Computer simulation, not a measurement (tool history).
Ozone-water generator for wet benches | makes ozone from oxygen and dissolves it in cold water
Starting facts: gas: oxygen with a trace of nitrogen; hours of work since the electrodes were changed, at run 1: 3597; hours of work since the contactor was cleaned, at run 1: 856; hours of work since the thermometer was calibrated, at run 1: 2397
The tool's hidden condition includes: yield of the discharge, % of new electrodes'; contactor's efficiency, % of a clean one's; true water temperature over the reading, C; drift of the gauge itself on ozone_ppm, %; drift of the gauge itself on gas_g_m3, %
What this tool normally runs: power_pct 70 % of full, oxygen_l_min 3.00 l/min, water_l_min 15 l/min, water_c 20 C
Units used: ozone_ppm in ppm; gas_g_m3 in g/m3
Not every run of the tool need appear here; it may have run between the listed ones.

run	day	power_pct	oxygen_l_min	water_l_min	water_c	hours of work since the electrodes were changed	hours of work since the contactor was cleaned	hours of work since the thermometer was calibrated	ozone_ppm	gas_g_m3
1	0.000	70	3.00	15	20	3597	856	2397	15.8	203.8
2	6.267	70	3.00	15	20	3732	990	2532	15.7	202.6
3	12.346	70	3.00	15	20	3863	1121	2663	15.7	202.3
4	19.021	70	3.00	15	20	4006	1264	2806	16.1	201.8
5	25.442	70	3.00	10	20	4144	1402	2944	21.5	201.5
6	31.717	72	3.00	10	20	4279	1537	3079	22.5	207.1
7	37.000	72	3.00	10	20	4393	1651	3193	22.2	204.6
# day 42.067: water thermometer calibrated
8	42.067	72	3.00	10	20	4501	1759	0	22.4	207.5
9	49.429	70	3.00	21	12	4659	1918	158	13.1	202.2
10	55.067	70	4.84	15	13	4780	2039	279	18.4	161.5
11	58.846	70	2.84	18	20	4862	2120	361	13.5	205.7

For run 12, what comes out?
12	62.396	70	2.84	18	20	4938	2196	437	?	?

{"run 12": {"ozone_ppm": 13.4, "gas_g_m3": 205.1}}
The same run, on a tool lacking any hidden state, would have yielded ozone_ppm 13.4 ppm, gas_g_m3 208.7 g/m3.

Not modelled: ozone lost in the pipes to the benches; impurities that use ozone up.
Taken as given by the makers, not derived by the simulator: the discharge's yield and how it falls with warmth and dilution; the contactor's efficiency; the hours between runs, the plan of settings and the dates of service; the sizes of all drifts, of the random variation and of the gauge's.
